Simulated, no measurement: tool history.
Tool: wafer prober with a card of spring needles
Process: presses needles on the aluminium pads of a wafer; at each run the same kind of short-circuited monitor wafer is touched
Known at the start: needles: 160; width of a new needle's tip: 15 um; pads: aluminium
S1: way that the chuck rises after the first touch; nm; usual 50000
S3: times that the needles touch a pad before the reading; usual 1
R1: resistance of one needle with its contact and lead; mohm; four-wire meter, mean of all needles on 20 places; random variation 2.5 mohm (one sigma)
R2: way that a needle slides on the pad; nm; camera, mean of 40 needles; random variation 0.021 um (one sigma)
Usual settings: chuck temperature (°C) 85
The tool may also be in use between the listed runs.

run 1 day=0.000 | S1=50000 chuck_temperature_(°C)=85 S3=1 | R1=389 R2=9860
-- day=0.267 tips cleaned on abrasive film
-- day=0.596 tips cleaned on abrasive film
-- day=0.862 tips cleaned on abrasive film
-- day=1.192 tips cleaned on abrasive film
-- day=1.458 tips cleaned on abrasive film
-- day=1.471 height of the first contact set anew
-- day=1.800 tips cleaned on abrasive film
-- day=2.067 tips cleaned on abrasive film
-- day=2.333 tips cleaned on abrasive film
-- day=2.662 tips cleaned on abrasive film
-- day=2.929 tips cleaned on abrasive film
-- day=3.258 tips cleaned on abrasive film
run 2 day=3.496 | S1=50000 chuck_temperature_(°C)=85 S3=3 | R1=406 R2=10000
-- day=3.567 tips cleaned on abrasive film
-- day=3.833 tips cleaned on abrasive film
-- day=4.096 tips cleaned on abrasive film
-- day=4.429 tips cleaned on abrasive film
-- day=4.758 tips cleaned on abrasive film
-- day=5.025 tips cleaned on abrasive film, once more
-- day=5.288 tips cleaned on abrasive film
-- day=5.554 tips cleaned on abrasive film
-- day=5.888 tips cleaned on abrasive film
-- day=5.900 height of the first contact set anew
-- day=6.162 tips cleaned on abrasive film
-- day=6.429 tips cleaned on abrasive film
run 3 day=6.588 | S1=35000 chuck_temperature_(°C)=85 S3=1 | R1=856 R2=7060
-- day=6.721 tips cleaned on abrasive film
-- day=7.054 tips cleaned on abrasive film
-- day=7.317 tips cleaned on abrasive film
-- day=7.583 tips cleaned on abrasive film
-- day=7.850 tips cleaned on abrasive film
run 4 day=8.033 | S1=50000 chuck_temperature_(°C)=85 S3=1 | R1=606 R2=9960
-- day=8.171 tips cleaned on abrasive film
-- day=8.433 tips cleaned on abrasive film
-- day=8.700 tips cleaned on abrasive film
-- day=8.967 tips cleaned on abrasive film
-- day=9.229 tips cleaned on abrasive film
-- day=9.562 tips cleaned on abrasive film
-- day=9.892 tips cleaned on abrasive film
run 5 day=10.138 | S1=50000 chuck_temperature_(°C)=85 S3=1 | R1=657 R2=9830
-- day=10.204 tips cleaned on abrasive film
-- day=10.350 height of the first contact set anew
-- day=10.550 tips cleaned on abrasive film
-- day=10.879 tips cleaned on abrasive film
-- day=11.212 tips cleaned on abrasive film
-- day=11.475 tips cleaned on abrasive film
-- day=11.808 tips cleaned on abrasive film
run 6 day=11.883 | S1=50000 chuck_temperature_(°C)=85 S3=1 | R1=496 R2=10000
-- day=12.083 tips cleaned on abrasive film
-- day=12.346 tips cleaned on abrasive film
-- day=12.612 tips cleaned on abrasive film
-- day=12.942 tips cleaned on abrasive film
-- day=13.208 tips cleaned on abrasive film
-- day=13.475 tips cleaned on abrasive film
-- day=13.738 tips cleaned on abrasive film
-- day=14.004 tips cleaned on abrasive film
run 7 day=14.146 | S1=50000 chuck_temperature_(°C)=41 S3=1 | R1=617 R2=9830
-- day=14.279 tips cleaned on abrasive film
-- day=14.546 tips cleaned on abrasive film
-- day=14.808 tips cleaned on abrasive film
-- day=14.821 height of the first contact set anew
-- day=15.154 tips cleaned on abrasive film
-- day=15.483 tips cleaned on abrasive film
-- day=15.750 tips cleaned on abrasive film
run 8 day=15.862 | S1=45000 chuck_temperature_(°C)=41 S3=1 | R1=648 R2=9020
-- day=16.062 tips cleaned on abrasive film
-- day=16.329 tips cleaned on abrasive film
-- day=16.658 tips cleaned on abrasive film
-- day=16.925 tips cleaned on abrasive film
-- day=17.254 tips cleaned on abrasive film
-- day=17.583 tips cleaned on abrasive film
-- day=17.917 tips cleaned on abrasive film
run 9 day=18.071 | S1=50000 chuck_temperature_(°C)=38 S3=2 | R1=476 R2=9870
-- day=18.204 tips cleaned on abrasive film
-- day=18.471 tips cleaned on abrasive film
-- day=18.804 tips cleaned on abrasive film
-- day=19.067 tips cleaned on abrasive film
-- day=19.275 height of the first contact set anew
-- day=19.412 tips cleaned on abrasive film
-- day=19.675 tips cleaned on abrasive film
-- day=19.942 tips cleaned on abrasive film
-- day=20.208 tips cleaned on abrasive film
-- day=20.538 tips cleaned on abrasive film
-- day=20.804 tips cleaned on abrasive film
run 10 day=20.842 | S1=49000 chuck_temperature_(°C)=54 S3=1 | R1=451 R2=9750
-- day=21.108 tips cleaned on abrasive film
-- day=21.375 tips cleaned on abrasive film
-- day=21.638 tips cleaned on abrasive film
-- day=21.904 tips cleaned on abrasive film
-- day=22.171 tips cleaned on abrasive film
-- day=22.500 tips cleaned on abrasive film
-- day=22.767 tips cleaned on abrasive film
-- day=23.096 tips cleaned on abrasive film
-- day=23.429 tips cleaned on abrasive film
-- day=23.692 tips cleaned on abrasive film
-- day=23.704 height of the first contact set anew
-- day=23.971 tips cleaned on abrasive film
run 11 day=24.108 | S1=60000 chuck_temperature_(°C)=85 S3=1 | R1=503 R2=12080
-- day=24.246 tips cleaned on abrasive film
-- day=24.508 tips cleaned on abrasive film
-- day=24.775 tips cleaned on abrasive film
-- day=25.042 tips cleaned on abrasive film
-- day=25.371 tips cleaned on abrasive film
-- day=25.700 tips cleaned on abrasive film
-- day=25.967 tips cleaned on abrasive film
-- day=26.296 tips cleaned on abrasive film
-- day=26.562 tips cleaned on abrasive film
-- day=26.829 tips cleaned on abrasive film
-- day=27.096 tips cleaned on abrasive film
-- day=27.358 tips cleaned on abrasive film
run 12 day=27.400 | S1=60000 chuck_temperature_(°C)=85 S3=1 | R1=400 R2=11850
-- day=27.667 tips cleaned on abrasive film
-- day=27.996 tips cleaned on abrasive film
-- day=28.142 height of the first contact set anew
-- day=28.275 tips cleaned on abrasive film
-- day=28.542 tips cleaned on abrasive film
-- day=28.871 tips cleaned on abrasive film
-- day=29.138 tips cleaned on abrasive film
-- day=29.467 tips cleaned on abrasive film
run 13 day=29.696 | S1=60000 chuck_temperature_(°C)=85 S3=1 | R1=601 R2=12030
-- day=29.762 tips cleaned on abrasive film
-- day=30.029 tips cleaned on abrasive film
-- day=30.362 tips cleaned on abrasive film
-- day=30.625 tips cleaned on abrasive film
-- day=30.958 tips cleaned on abrasive film
-- day=31.221 tips cleaned on abrasive film
-- day=31.488 tips cleaned on abrasive film
-- day=31.767 tips cleaned on abrasive film
run 14 day=31.767 | S1=32000 chuck_temperature_(°C)=58 S3=1 | R1=435 R2=6200
-- day=32.029 tips cleaned on abrasive film
-- day=32.362 tips cleaned on abrasive film
-- day=32.571 height of the first contact set anew
-- day=32.642 tips cleaned on abrasive film
-- day=32.971 tips cleaned on abrasive film
-- day=33.238 tips cleaned on abrasive film
-- day=33.500 tips cleaned on abrasive film
-- day=33.833 tips cleaned on abrasive film
run 15 day=34.025 | S1=32000 chuck_temperature_(°C)=58 S3=1 | R1=1343 R2=6350

Forecast each of these 3 alternatives for the next run:
-- day=34.162 tips cleaned on abrasive film
-- day=34.425 tips cleaned on abrasive film
-- day=34.758 tips cleaned on abrasive film
-- day=35.088 tips cleaned on abrasive film
-- day=35.354 tips cleaned on abrasive film
-- day=35.621 tips cleaned on abrasive film
run A day=35.662 | S1=50000 chuck_temperature_(°C)=85 S3=3 | R1=? R2=?
-- day=34.162 tips cleaned on abrasive film
-- day=34.425 tips cleaned on abrasive film
-- day=34.758 tips cleaned on abrasive film
-- day=35.088 tips cleaned on abrasive film
-- day=35.354 tips cleaned on abrasive film
-- day=35.621 tips cleaned on abrasive film
run B day=35.662 | S1=39000 chuck_temperature_(°C)=27 S3=3 | R1=? R2=?
-- day=34.162 tips cleaned on abrasive film
-- day=34.425 tips cleaned on abrasive film
-- day=34.758 tips cleaned on abrasive film
-- day=35.088 tips cleaned on abrasive film
-- day=35.354 tips cleaned on abrasive film
-- day=35.621 tips cleaned on abrasive film
run C day=35.662 | S1=34000 chuck_temperature_(°C)=92 S3=1 | R1=? R2=?

run=A R1=352 R2=9900
run=B R1=397 R2=7640
run=C R1=692 R2=6670
Without the tool's hidden state the same runs would have given:
run=A R1=277 R2=10140
run=B R1=270 R2=7880
run=C R1=298 R2=6910
